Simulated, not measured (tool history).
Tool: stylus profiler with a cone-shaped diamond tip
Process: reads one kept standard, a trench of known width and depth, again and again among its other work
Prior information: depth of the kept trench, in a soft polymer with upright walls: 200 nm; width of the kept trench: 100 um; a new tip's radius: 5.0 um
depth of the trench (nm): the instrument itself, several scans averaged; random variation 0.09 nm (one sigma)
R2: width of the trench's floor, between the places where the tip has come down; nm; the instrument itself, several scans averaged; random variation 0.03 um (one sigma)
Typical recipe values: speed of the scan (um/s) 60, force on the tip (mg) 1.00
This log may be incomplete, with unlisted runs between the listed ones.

{"run": 1, "hour": 0.0, "speed of the scan (um/s)": 60, "force on the tip (mg)": 1.0, "depth of the trench (nm)": 201.47, "R2": 96090}
{"run": 2, "hour": 129.0, "speed of the scan (um/s)": 60, "force on the tip (mg)": 1.0, "depth of the trench (nm)": 201.35, "R2": 96030}
{"run": 3, "hour": 233.0, "speed of the scan (um/s)": 60, "force on the tip (mg)": 1.0, "depth of the trench (nm)": 201.41, "R2": 95950}
{"run": 4, "hour": 295.1, "speed of the scan (um/s)": 60, "force on the tip (mg)": 1.0, "depth of the trench (nm)": 201.7, "R2": 95930}
{"run": 5, "hour": 377.9, "speed of the scan (um/s)": 60, "force on the tip (mg)": 1.0, "depth of the trench (nm)": 201.6, "R2": 95840}
{"run": 6, "hour": 436.3, "speed of the scan (um/s)": 60, "force on the tip (mg)": 1.0, "depth of the trench (nm)": 201.52, "R2": 95840}
{"run": 7, "hour": 491.4, "speed of the scan (um/s)": 60, "force on the tip (mg)": 1.0, "depth of the trench (nm)": 201.67, "R2": 95750}
{"run": 8, "hour": 579.8, "speed of the scan (um/s)": 60, "force on the tip (mg)": 1.0, "depth of the trench (nm)": 201.72, "R2": 95700}
{"run": 9, "hour": 645.9, "speed of the scan (um/s)": 25, "force on the tip (mg)": 1.0, "depth of the trench (nm)": 201.82, "R2": 95990}
{"run": 10, "hour": 745.2, "speed of the scan (um/s)": 25, "force on the tip (mg)": 1.0, "depth of the trench (nm)": 200.97, "R2": 95950}
{"run": 11, "hour": 876.8, "speed of the scan (um/s)": 25, "force on the tip (mg)": 1.0, "depth of the trench (nm)": 200.99, "R2": 95840}
{"run": 12, "hour": 1011.8, "speed of the scan (um/s)": 22, "force on the tip (mg)": 1.0, "depth of the trench (nm)": 201.1, "R2": 95790}
{"run": 13, "hour": 1083.3, "speed of the scan (um/s)": 22, "force on the tip (mg)": 1.0, "depth of the trench (nm)": 201.22, "R2": 95790}
{"run": 14, "hour": 1172.5, "speed of the scan (um/s)": 22, "force on the tip (mg)": 1.0, "depth of the trench (nm)": 201.29, "R2": 95660}
{"run": 15, "hour": 1253.5, "speed of the scan (um/s)": 22, "force on the tip (mg)": 1.0, "depth of the trench (nm)": 201.32, "R2": 95680}
{"run": 16, "hour": 1318.4, "speed of the scan (um/s)": 22, "force on the tip (mg)": 1.0, "depth of the trench (nm)": 201.36, "R2": 95670}
{"run": 17, "hour": 1416.7, "speed of the scan (um/s)": 22, "force on the tip (mg)": 1.0, "depth of the trench (nm)": 201.37, "R2": 95540}
{"run": 18, "hour": 1553.7, "speed of the scan (um/s)": 41, "force on the tip (mg)": 1.0, "depth of the trench (nm)": 201.37, "R2": 95370}
{"run": 19, "hour": 1613.4, "speed of the scan (um/s)": 61, "force on the tip (mg)": 0.95, "depth of the trench (nm)": 201.51, "R2": 95060}
{"run": 20, "hour": 1695.3, "speed of the scan (um/s)": 61, "force on the tip (mg)": 0.95, "depth of the trench (nm)": 201.43, "R2": 95110}
{"run": 21, "hour": 1816.7, "speed of the scan (um/s)": 76, "force on the tip (mg)": 0.52, "depth of the trench (nm)": 200.78, "R2": 96280}
{"run": 22, "hour": 1930.0, "speed of the scan (um/s)": 149, "force on the tip (mg)": 0.52, "depth of the trench (nm)": 200.86, "R2": 95290}
{"run": 23, "hour": 1991.3, "speed of the scan (um/s)": 21, "force on the tip (mg)": 0.74, "depth of the trench (nm)": 200.92, "R2": 96840}
{"run": 24, "hour": 2100.5, "speed of the scan (um/s)": 33, "force on the tip (mg)": 1.0, "depth of the trench (nm)": 201.15, "R2": 96680}
{"run": 25, "hour": 2193.1, "speed of the scan (um/s)": 25, "force on the tip (mg)": 0.68, "depth of the trench (nm)": 201.09, "R2": 96670}
{"run": 26, "hour": 2248.8, "speed of the scan (um/s)": 164, "force on the tip (mg)": 1.86, "depth of the trench (nm)": 201.91, "R2": 95820}
{"run": 27, "hour": 2333.2, "speed of the scan (um/s)": 82, "force on the tip (mg)": 0.4, "depth of the trench (nm)": 200.91, "R2": 95720}
{"run": 28, "hour": 2445.2, "speed of the scan (um/s)": 82, "force on the tip (mg)": 0.4, "depth of the trench (nm)": 201.02, "R2": 95600}
{"run": 29, "hour": 2542.9, "speed of the scan (um/s)": 41, "force on the tip (mg)": 1.38, "depth of the trench (nm)": 201.74, "R2": 96370}
{"run": 30, "hour": 2618.5, "speed of the scan (um/s)": 29, "force on the tip (mg)": 1.38, "depth of the trench (nm)": 201.63, "R2": 96380}
{"run": 31, "hour": 2691.4, "speed of the scan (um/s)": 29, "force on the tip (mg)": 1.38, "depth of the trench (nm)": 201.85, "R2": 96350}
{"run": 32, "hour": 2779.8, "speed of the scan (um/s)": 101, "force on the tip (mg)": 1.91, "depth of the trench (nm)": 202.13, "R2": 95900}
{"run": 33, "hour": 2886.0, "speed of the scan (um/s)": 60, "force on the tip (mg)": 1.0, "depth of the trench (nm)": 201.64, "R2": 95950}
{"run": 34, "hour": 2994.5, "speed of the scan (um/s)": 25, "force on the tip (mg)": 1.18, "depth of the trench (nm)": 201.8, "R2": 96160}
{"run": 35, "hour": 3073.3, "speed of the scan (um/s)": 25, "force on the tip (mg)": 2.15, "depth of the trench (nm)": 202.49, "R2": 96170}

Removed from this log: 2 entries logged between the listed runs. Between which two listed runs does each belong, and how does the tool's hidden state at the listed run before it compare with that at the listed run after it?
Runs 9 to 10: height scale calibrated on a step standard (hour 689.9)
  radius of the tip, um: 9.1 -> 9.38; height scale over the true one, %: 0.332 -> -0.016
  measured value less the no-hidden-state value, depth of the trench (nm): +0.67 -> -0.03; R2: -1000 -> -1050 nm
Runs 20 to 21: new tip fitted, height scale calibrated (hour 1804.4)
  radius of the tip, um: 12.15 -> 5.07; height scale over the true one, %: 0.217 -> -0.002
  measured value less the no-hidden-state value, depth of the trench (nm): +0.44 -> -0.01; R2: -1590 -> -20 nm
